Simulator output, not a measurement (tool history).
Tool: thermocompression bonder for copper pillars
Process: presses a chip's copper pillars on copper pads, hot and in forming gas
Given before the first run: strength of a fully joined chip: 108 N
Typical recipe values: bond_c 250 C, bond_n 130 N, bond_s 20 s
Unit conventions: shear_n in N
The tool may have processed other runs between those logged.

{"run": 1, "hour": 0.0, "bond_c": 250, "bond_n": 130, "bond_s": 20, "shear_n": 62.3}
{"run": 2, "hour": 36.1, "bond_c": 250, "bond_n": 130, "bond_s": 20, "shear_n": 60.3}
{"hour": 75.5, "done": "forming gas filter changed"}
{"run": 3, "hour": 75.5, "bond_c": 250, "bond_n": 120, "bond_s": 20, "shear_n": 62.6}
{"run": 4, "hour": 113.2, "bond_c": 250, "bond_n": 120, "bond_s": 20, "shear_n": 60.9}
{"run": 5, "hour": 162.6, "bond_c": 250, "bond_n": 120, "bond_s": 20, "shear_n": 61.6}
{"run": 6, "hour": 191.8, "bond_c": 265, "bond_n": 130, "bond_s": 20, "shear_n": 73.4}
{"run": 7, "hour": 243.0, "bond_c": 250, "bond_n": 130, "bond_s": 20, "shear_n": 61.4}
{"hour": 270.2, "done": "heater calibrated with a thermocouple chip"}
{"hour": 275.4, "done": "forming gas filter changed"}
{"run": 8, "hour": 302.7, "bond_c": 260, "bond_n": 140, "bond_s": 20, "shear_n": 66.4}
{"run": 9, "hour": 328.2, "bond_c": 234, "bond_n": 102, "bond_s": 11, "shear_n": 29.7}
{"run": 10, "hour": 384.8, "bond_c": 272, "bond_n": 154, "bond_s": 55, "shear_n": 89.9}
{"run": 11, "hour": 443.0, "bond_c": 222, "bond_n": 154, "bond_s": 33, "shear_n": 46.8}
{"run": 12, "hour": 467.6, "bond_c": 250, "bond_n": 137, "bond_s": 20, "shear_n": 53.3}
{"hour": 470.7, "done": "forming gas filter changed"}
{"run": 13, "hour": 501.2, "bond_c": 250, "bond_n": 90, "bond_s": 32, "shear_n": 56.3}
{"hour": 508.8, "done": "force cell calibrated"}
{"run": 14, "hour": 527.6, "bond_c": 250, "bond_n": 130, "bond_s": 29, "shear_n": 67.1}

Predict each of these 3 candidate next runs independently; none follows another, all start after run 14:
{"run": "A", "hour": 559.1, "bond_c": 249, "bond_n": 78, "bond_s": 16, "shear_n": "?"}
{"run": "B", "hour": 559.1, "bond_c": 279, "bond_n": 108, "bond_s": 17, "shear_n": "?"}
{"run": "C", "hour": 559.1, "bond_c": 250, "bond_n": 130, "bond_s": 14, "shear_n": "?"}

run=A shear_n=39.1
run=B shear_n=70.3
run=C shear_n=52.8
Had the tool no hidden state, the same runs would have come out as:
run=A shear_n=40.3
run=B shear_n=73.2
run=C shear_n=54.6
